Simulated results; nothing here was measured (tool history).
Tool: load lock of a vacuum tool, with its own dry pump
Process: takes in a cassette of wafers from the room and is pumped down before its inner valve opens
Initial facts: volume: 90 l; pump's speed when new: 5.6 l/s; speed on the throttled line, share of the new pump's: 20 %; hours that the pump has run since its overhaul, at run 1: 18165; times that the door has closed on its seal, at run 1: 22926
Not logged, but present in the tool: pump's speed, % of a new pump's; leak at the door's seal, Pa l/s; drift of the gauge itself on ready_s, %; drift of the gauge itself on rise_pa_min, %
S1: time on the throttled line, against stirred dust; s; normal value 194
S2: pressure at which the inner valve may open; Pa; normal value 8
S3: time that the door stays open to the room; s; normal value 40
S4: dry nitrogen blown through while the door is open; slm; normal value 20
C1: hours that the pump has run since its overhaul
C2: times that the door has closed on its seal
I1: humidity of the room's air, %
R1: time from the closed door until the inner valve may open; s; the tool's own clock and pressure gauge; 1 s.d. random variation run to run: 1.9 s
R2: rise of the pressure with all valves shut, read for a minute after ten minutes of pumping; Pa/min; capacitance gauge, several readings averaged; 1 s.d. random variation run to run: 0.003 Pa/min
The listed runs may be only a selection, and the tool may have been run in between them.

Run 1, hour 0.0: usual settings; C1 18165; C2 22926; I1 43.6. Result: R1 346.1 s, R2 0.401 Pa/min.
Run 2, hour 633.9: usual settings; C1 18799; C2 24942; I1 46.8. Result: R1 348.7 s, R2 0.448 Pa/min.
At hour 1134.5: dry pump taken out, an overhauled one fitted.
Run 3, hour 1134.5: usual settings; C1 0; C2 26515; I1 49.4. Result: R1 304.0 s, R2 0.492 Pa/min.
Run 4, hour 1410.0: usual settings; C1 276; C2 27391; I1 45.6. Result: R1 304.6 s, R2 0.525 Pa/min.
At hour 1445.4: door's seal changed, seat wiped.
Run 5, hour 1685.3: usual settings; C1 549; C2 763; I1 44.9. Result: R1 302.3 s, R2 0.031 Pa/min.
Run 6, hour 2325.1: usual settings; C1 1189; C2 2798; I1 41.8. Result: R1 308.4 s, R2 0.046 Pa/min.
Run 7, hour 2931.5: usual settings; C1 1796; C2 4727; I1 44.3. Result: R1 307.6 s, R2 0.067 Pa/min.
Run 8, hour 3285.5: usual settings; C1 2150; C2 5853; I1 45.1. Result: R1 308.6 s, R2 0.077 Pa/min.
Run 9, hour 3870.5: usual settings; C1 2734; C2 7713; I1 46.2. Result: R1 310.1 s, R2 0.098 Pa/min.
Run 10, hour 4402.7: usual settings; C1 3267; C2 9406; I1 47.8. Result: R1 306.7 s, R2 0.122 Pa/min.
Run 11, hour 4990.8: usual settings; C1 3855; C2 11276; I1 47.7. Result: R1 307.6 s, R2 0.145 Pa/min.
Run 12, hour 5584.9: usual settings; C1 4449; C2 13166; I1 45.4. Result: R1 311.4 s, R2 0.174 Pa/min.
Run 13, hour 6108.5: usual settings; C1 4973; C2 14831; I1 43.8. Result: R1 313.1 s, R2 0.205 Pa/min.
Run 14, hour 6555.3: usual settings but S3 26 s; C1 5419; C2 16252; I1 44.3. Result: R1 313.3 s, R2 0.231 Pa/min.
Run 15, hour 7108.1: usual settings; C1 5972; C2 18011; I1 43.6. Result: R1 314.0 s, R2 0.269 Pa/min.
Run 16, hour 7619.6: usual settings; C1 6484; C2 19637; I1 44.6. Result: R1 313.5 s, R2 0.304 Pa/min.
Run 17, hour 7985.1: usual settings; C1 6849; C2 20800; I1 46.2. Result: R1 312.9 s, R2 0.327 Pa/min.
Run 18, hour 8359.9: usual settings; C1 7224; C2 21992; I1 43.2. Result: R1 319.3 s, R2 0.359 Pa/min.
Run 19, hour 9002.3: usual settings; C1 7866; C2 24035; I1 45.6. Result: R1 319.3 s, R2 0.417 Pa/min.
Run 20, hour 9325.9: usual settings; C1 8190; C2 25064; I1 45.5. Result: R1 318.0 s, R2 0.446 Pa/min.
Run 21, hour 9815.0: usual settings but S2 10 Pa, S3 151 s; C1 8679; C2 26620; I1 44.9. Result: R1 315.4 s, R2 0.522 Pa/min.
At hour 10099.8: door's seal changed, seat wiped.
Run 22, hour 10175.4: usual settings but S2 7 Pa, S3 151 s; C1 9038; C2 240; I1 43.9. Result: R1 321.1 s, R2 0.053 Pa/min.
Run 23, hour 10592.0: usual settings but S1 343 s; C1 9455; C2 1565; I1 45.5. Result: R1 434.3 s, R2 0.038 Pa/min.
Run 24, hour 11150.1: usual settings but S1 343 s; C1 10013; C2 3340; I1 45.2. Result: R1 437.1 s, R2 0.050 Pa/min.
Run 25, hour 11691.6: usual settings but S1 343 s; C1 10554; C2 5062; I1 46.7. Result: R1 434.1 s, R2 0.066 Pa/min.
Run 26, hour 12210.2: usual settings but S1 246 s, S3 157 s; C1 11073; C2 6712; I1 46.3. Result: R1 362.0 s, R2 0.107 Pa/min.
Run 27, hour 12656.8: usual settings but S1 349 s, S3 28 s; C1 11519; C2 8132; I1 43.4. Result: R1 444.4 s, R2 0.097 Pa/min.
Run 28, hour 13098.5: usual settings but S1 349 s, S3 224 s, S4 22 slm; C1 11961; C2 9537; I1 42.9. Result: R1 443.7 s, R2 0.153 Pa/min.
Run 29, hour 13695.0: usual settings but S1 349 s, S3 224 s, S4 22 slm; C1 12557; C2 11434; I1 46.9. Result: R1 443.3 s, R2 0.181 Pa/min.
Run 30, hour 14202.2: usual settings but S1 230 s, S3 55 s, S4 24 slm; C1 13065; C2 13047; I1 47.5. Result: R1 352.4 s, R2 0.175 Pa/min.
Run 31, hour 14514.6: usual settings; C1 13377; C2 14041; I1 46.9. Result: R1 328.0 s, R2 0.189 Pa/min.
Run 32, hour 14942.7: usual settings but S2 15 Pa, S4 44 slm; C1 13805; C2 15403; I1 46.0. Result: R1 314.3 s, R2 0.201 Pa/min.
Run 33, hour 15263.3: usual settings but S2 15 Pa, S4 44 slm; C1 14126; C2 16422; I1 47.8. Result: R1 317.0 s, R2 0.230 Pa/min.
Run 34, hour 15759.2: usual settings but S1 98 s, S2 7 Pa, S3 34 s, S4 26 slm; C1 14622; C2 17999; I1 42.2. Result: R1 261.3 s, R2 0.256 Pa/min.
Run 35, hour 16211.3: usual settings but S1 159 s, S4 8 slm; C1 15074; C2 19437; I1 46.6. Result: R1 305.6 s, R2 0.292 Pa/min.
Run 36, hour 16697.7: usual settings but S1 159 s, S4 8 slm; C1 15560; C2 20984; I1 46.1. Result: R1 308.4 s, R2 0.334 Pa/min.

Each row is a separate what-if for the run after 36, all from the same tool condition, not one after another. Results?
Run A, hour 17180.7: usual settings but S1 259 s, S3 38 s, S4 5 slm; C1 16043; C2 22520; I1 46.0. Result: R1 ?, R2 ?.
Run B, hour 17180.7: usual settings but S1 159 s, S2 9 Pa, S4 8 slm; C1 16043; C2 22520; I1 45.8. Result: R1 ?, R2 ?.
Run C, hour 17180.7: usual settings but S1 159 s, S3 26 s, S4 9 slm; C1 16043; C2 22520; I1 44.7. Result: R1 ?, R2 ?.

run     R1     R2
  A  377.2  0.365
  B  305.1  0.361
  C  306.5  0.352
Take away the tool's hidden state, keep each run's random variation, and the runs would have read:
run     R1     R2
  A  353.6  0.037
  B  277.3  0.039
  C  278.0  0.024
